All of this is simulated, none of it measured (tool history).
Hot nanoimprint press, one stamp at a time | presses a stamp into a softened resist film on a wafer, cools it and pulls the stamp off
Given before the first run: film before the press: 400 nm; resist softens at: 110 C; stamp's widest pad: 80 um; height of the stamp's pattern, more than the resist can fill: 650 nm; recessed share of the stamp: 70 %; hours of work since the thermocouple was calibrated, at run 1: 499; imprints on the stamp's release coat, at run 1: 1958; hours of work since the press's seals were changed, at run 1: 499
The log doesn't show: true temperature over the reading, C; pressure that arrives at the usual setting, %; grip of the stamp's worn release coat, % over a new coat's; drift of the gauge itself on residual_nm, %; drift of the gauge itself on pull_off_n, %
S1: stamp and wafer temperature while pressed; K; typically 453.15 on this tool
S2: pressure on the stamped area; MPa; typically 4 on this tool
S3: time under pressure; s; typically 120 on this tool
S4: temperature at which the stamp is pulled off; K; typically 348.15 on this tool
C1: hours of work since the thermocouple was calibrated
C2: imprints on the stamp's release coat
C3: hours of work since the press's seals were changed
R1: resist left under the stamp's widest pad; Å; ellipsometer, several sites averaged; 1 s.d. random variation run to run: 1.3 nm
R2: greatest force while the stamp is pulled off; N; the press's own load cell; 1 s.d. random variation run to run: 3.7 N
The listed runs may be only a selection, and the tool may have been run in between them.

run 1 hour=0 | S1=453.15 S2=4 S3=120 S4=348.15 | C1=499 C2=1958 C3=499 | R1=2201 R2=241
run 2 hour=38.4 | S1=453.15 S2=4 S3=120 S4=348.15 | C1=529 C2=2166 C3=529 | R1=2211 R2=254
run 3 hour=74.1 | S1=453.15 S2=4 S3=120 S4=348.15 | C1=557 C2=2358 C3=557 | R1=2236 R2=248
-- hour=85.9 stamp cleaned and given a new release coat
run 4 hour=100.9 | S1=453.15 S2=4 S3=84 S4=348.15 | C1=573 C2=81 C3=573 | R1=2509 R2=182
-- hour=115.7 plate thermocouple calibrated
run 5 hour=121.6 | S1=458.15 S2=4 S3=120 S4=348.15 | C1=5 C2=176 C3=587 | R1=1745 R2=185
run 6 hour=157.8 | S1=447.15 S2=4 S3=120 S4=348.15 | C1=33 C2=372 C3=615 | R1=2525 R2=186
run 7 hour=174.9 | S1=453.15 S2=4 S3=120 S4=348.15 | C1=46 C2=464 C3=629 | R1=2094 R2=187
run 8 hour=206.8 | S1=453.15 S2=4 S3=120 S4=348.15 | C1=71 C2=636 C3=653 | R1=2101 R2=198
run 9 hour=229.1 | S1=458.15 S2=4 S3=120 S4=348.15 | C1=89 C2=757 C3=671 | R1=1767 R2=197
run 10 hour=267.2 | S1=458.15 S2=4 S3=120 S4=348.15 | C1=118 C2=963 C3=701 | R1=1756 R2=204
run 11 hour=299.7 | S1=453.15 S2=4 S3=120 S4=348.15 | C1=144 C2=1139 C3=726 | R1=2138 R2=212
run 12 hour=323.3 | S1=453.15 S2=4.57 S3=120 S4=348.15 | C1=162 C2=1266 C3=744 | R1=2019 R2=220
run 13 hour=348.2 | S1=453.15 S2=4.57 S3=120 S4=348.15 | C1=181 C2=1400 C3=764 | R1=2048 R2=220
run 14 hour=374.9 | S1=453.15 S2=4.57 S3=120 S4=348.15 | C1=202 C2=1545 C3=785 | R1=2001 R2=227
run 15 hour=403.4 | S1=453.15 S2=4.57 S3=120 S4=348.15 | C1=225 C2=1699 C3=807 | R1=2038 R2=230
run 16 hour=440.7 | S1=446.15 S2=2.69 S3=120 S4=340.15 | C1=254 C2=1900 C3=836 | R1=2951 R2=252
run 17 hour=472.7 | S1=459.15 S2=4 S3=160 S4=334.15 | C1=279 C2=2073 C3=861 | R1=1562 R2=260
run 18 hour=510.7 | S1=448.15 S2=4 S3=120 S4=352.15 | C1=308 C2=2279 C3=891 | R1=2574 R2=254
-- hour=538.1 stamp cleaned and given a new release coat
run 19 hour=555.5 | S1=446.15 S2=4 S3=72 S4=340.15 | C1=339 C2=94 C3=921 | R1=3067 R2=195
run 20 hour=581.9 | S1=454.15 S2=4 S3=62 S4=354.15 | C1=359 C2=237 C3=942 | R1=2615 R2=177
run 21 hour=598.7 | S1=443.15 S2=2.61 S3=207 S4=348.15 | C1=372 C2=327 C3=955 | R1=2875 R2=187
run 22 hour=619.3 | S1=444.15 S2=3.01 S3=145 S4=348.15 | C1=388 C2=439 C3=971 | R1=2950 R2=191
run 23 hour=642 | S1=444.15 S2=3.01 S3=130 S4=334.15 | C1=406 C2=561 C3=988 | R1=3005 R2=215
run 24 hour=658.9 | S1=444.15 S2=3.01 S3=130 S4=334.15 | C1=419 C2=652 C3=1002 | R1=3027 R2=219
run 25 hour=695.3 | S1=464.15 S2=5.21 S3=130 S4=335.15 | C1=448 C2=850 C3=1030 | R1=1295 R2=223
run 26 hour=724.9 | S1=453.15 S2=4 S3=71 S4=342.15 | C1=471 C2=1009 C3=1053 | R1=2605 R2=213
run 27 hour=760.5 | S1=463.15 S2=6.19 S3=76 S4=346.15 | C1=498 C2=1201 C3=1081 | R1=1574 R2=225
run 28 hour=788 | S1=447.15 S2=6.19 S3=85 S4=347.15 | C1=520 C2=1350 C3=1102 | R1=2666 R2=220
run 29 hour=815.7 | S1=447.15 S2=6.19 S3=85 S4=347.15 | C1=542 C2=1500 C3=1124 | R1=2683 R2=235

4 ways to go on from here, each from the tool as it stands after run 29. What would each give?
run A hour=851.1 | S1=453.15 S2=4.93 S3=120 S4=341.15 | C1=569 C2=1691 C3=1152 | R1=? R2=?
run B hour=851.1 | S1=453.15 S2=5.49 S3=120 S4=348.15 | C1=569 C2=1691 C3=1152 | R1=? R2=?
run C hour=851.1 | S1=443.15 S2=4 S3=120 S4=348.15 | C1=569 C2=1691 C3=1152 | R1=? R2=?
run D hour=851.1 | S1=447.15 S2=6.19 S3=85 S4=355.15 | C1=569 C2=1691 C3=1152 | R1=? R2=?

run=A R1=2095 R2=254
run=B R1=2014 R2=237
run=C R1=3005 R2=229
run=D R1=2667 R2=234
Without the tool's unlogged condition, the same runs would have read:
run=A R1=1902 R2=193
run=B R1=1817 R2=180
run=C R1=2827 R2=174
run=D R1=2445 R2=178
